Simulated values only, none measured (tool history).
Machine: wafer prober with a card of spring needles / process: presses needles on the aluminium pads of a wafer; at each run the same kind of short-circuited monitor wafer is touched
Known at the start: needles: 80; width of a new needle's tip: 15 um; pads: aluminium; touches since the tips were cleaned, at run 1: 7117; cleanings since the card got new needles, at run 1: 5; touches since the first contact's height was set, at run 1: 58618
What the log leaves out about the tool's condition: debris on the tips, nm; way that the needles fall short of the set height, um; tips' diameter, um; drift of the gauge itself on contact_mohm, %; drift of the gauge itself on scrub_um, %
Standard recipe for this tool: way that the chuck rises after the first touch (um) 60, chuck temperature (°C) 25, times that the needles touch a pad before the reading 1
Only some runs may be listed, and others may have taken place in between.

| run | day | way that the chuck rises after the first touch (um) | chuck temperature (°C) | times that the needles touch a pad before the reading | touches since the tips were cleaned | cleanings since the card got new needles | touches since the first contact's height was set | resistance of one needle with its contact and lead (mohm) | way that a needle slides on the pad (um) |
|---|---|---|---|---|---|---|---|---|---|
| 1 | 0.000 | 60 | 25 | 1 | 7117 | 5 | 58618 | 251 | 13.22 |
|  | 0.329 | tips cleaned on abrasive film |
| 2 | 1.429 | 60 | 25 | 1 | 5649 | 6 | 65946 | 253 | 13.23 |
|  | 2.062 | tips cleaned on abrasive film |
| 3 | 2.454 | 60 | 25 | 1 | 2023 | 7 | 71202 | 250 | 13.18 |
| 4 | 3.225 | 60 | 25 | 1 | 5987 | 7 | 75166 | 255 | 13.20 |
|  | 3.792 | tips cleaned on abrasive film |
| 5 | 4.388 | 60 | 25 | 1 | 3075 | 8 | 81134 | 259 | 13.23 |
| 6 | 5.267 | 60 | 25 | 1 | 7589 | 8 | 85648 | 250 | 13.19 |
|  | 5.475 | tips cleaned on abrasive film |
| 7 | 6.821 | 63 | 25 | 1 | 6912 | 9 | 93624 | 252 | 13.84 |
|  | 7.221 | tips cleaned on abrasive film |
| 8 | 7.796 | 63 | 25 | 1 | 2975 | 10 | 98633 | 253 | 13.84 |
|  | 8.933 | tips cleaned on abrasive film |
| 9 | 8.992 | 60 | 25 | 1 | 296 | 11 | 104754 | 249 | 13.17 |
| 10 | 9.683 | 60 | 25 | 1 | 3851 | 11 | 108309 | 251 | 13.19 |
| 11 | 10.583 | 60 | 25 | 1 | 8486 | 11 | 112944 | 252 | 13.15 |
|  | 10.742 | tips cleaned on abrasive film |
| 12 | 11.350 | 60 | 25 | 1 | 3129 | 12 | 116864 | 251 | 13.17 |
| 13 | 12.050 | 49 | 25 | 1 | 6727 | 12 | 120462 | 254 | 10.71 |
|  | 12.462 | tips cleaned on abrasive film |
| 14 | 13.321 | 49 | 25 | 1 | 4412 | 13 | 126979 | 252 | 10.75 |
|  | 13.554 | height of the first contact set anew |
|  | 14.188 | tips cleaned on abrasive film |
| 15 | 14.867 | 60 | 25 | 1 | 3489 | 14 | 6725 | 252 | 13.13 |
|  | 15.954 | tips cleaned on abrasive film |
| 16 | 16.012 | 79 | 25 | 1 | 287 | 15 | 12593 | 250 | 17.25 |
| 17 | 17.617 | 60 | 25 | 1 | 8544 | 15 | 20850 | 251 | 13.12 |
|  | 17.738 | tips cleaned on abrasive film |
| 18 | 18.762 | 41 | 89 | 1 | 5267 | 16 | 26729 | 275 | 8.97 |
|  | 19.554 | tips cleaned on abrasive film |
| 19 | 19.938 | 70 | 30 | 3 | 1972 | 17 | 32746 | 250 | 15.27 |
| 20 | 20.754 | 70 | 30 | 3 | 6170 | 17 | 36944 | 254 | 15.28 |
|  | 21.271 | tips cleaned on abrasive film |
| 21 | 22.046 | 53 | 37 | 1 | 3971 | 18 | 43571 | 257 | 11.54 |
| 22 | 22.850 | 62 | 45 | 2 | 8126 | 18 | 47726 | 258 | 13.51 |
|  | 22.996 | tips cleaned on abrasive film |
| 23 | 23.617 | 77 | 53 | 3 | 3205 | 19 | 51650 | 257 | 16.76 |
|  | 24.708 | tips cleaned on abrasive film |
| 24 | 25.229 | 49 | 62 | 2 | 2673 | 20 | 59911 | 265 | 10.65 |
| 25 | 26.192 | 49 | 62 | 2 | 7636 | 20 | 64874 | 265 | 10.64 |
|  | 26.388 | tips cleaned on abrasive film |
| 26 | 27.288 | 80 | 25 | 1 | 4639 | 21 | 70495 | 248 | 17.37 |
|  | 28.083 | tips cleaned on abrasive film |
| 27 | 28.083 | 60 | 25 | 2 | 0 | 22 | 74566 | 256 | 13.02 |
| 28 | 29.075 | 54 | 27 | 2 | 5086 | 22 | 79652 | 259 | 11.72 |
|  | 29.854 | tips cleaned on abrasive film |
| 29 | 30.617 | 54 | 27 | 2 | 3928 | 23 | 87580 | 255 | 11.72 |
|  | 31.550 | tips cleaned on abrasive film |
| 30 | 31.767 | 74 | 69 | 2 | 1108 | 24 | 93470 | 262 | 16.04 |
|  | 33.321 | tips cleaned on abrasive film |
| 31 | 33.350 | 50 | 48 | 3 | 167 | 25 | 101602 | 262 | 10.82 |
| 32 | 34.442 | 50 | 48 | 3 | 5775 | 25 | 107210 | 262 | 10.84 |
|  | 34.996 | tips cleaned on abrasive film |
| 33 | 35.296 | 50 | 48 | 3 | 1551 | 26 | 111584 | 261 | 10.81 |
|  | 36.679 | tips cleaned on abrasive film |
| 34 | 36.683 | 53 | 79 | 1 | 20 | 27 | 118709 | 268 | 11.45 |

Below, some changes in way that a needle slides on the pad (um) between adjacent runs. For each, the amount present without the hidden state too (settings, incoming material, random variation) and the amount remaining for the hidden state with gauge scatter not shared by both compared results:
Run 18 -> 19: way that the chuck rises after the first touch (um) 41 -> 70, chuck temperature (°C) 89 -> 30, times that the needles touch a pad before the reading 1 -> 3, tips cleaned on abrasive film. way that a needle slides on the pad (um) +6.30: hidden state -0.09, all else +6.39.
Run 23 -> 24: way that the chuck rises after the first touch (um) 77 -> 49, chuck temperature (°C) 53 -> 62, times that the needles touch a pad before the reading 3 -> 2, tips cleaned on abrasive film. way that a needle slides on the pad (um) -6.11: hidden state +0.08, all else -6.19.
Run 25 -> 26: way that the chuck rises after the first touch (um) 49 -> 80, chuck temperature (°C) 62 -> 25, times that the needles touch a pad before the reading 2 -> 1, tips cleaned on abrasive film. way that a needle slides on the pad (um) +6.73: hidden state -0.10, all else +6.83.
Run 29 -> 30: way that the chuck rises after the first touch (um) 54 -> 74, chuck temperature (°C) 27 -> 69, tips cleaned on abrasive film. way that a needle slides on the pad (um) +4.32: hidden state -0.09, all else +4.41.
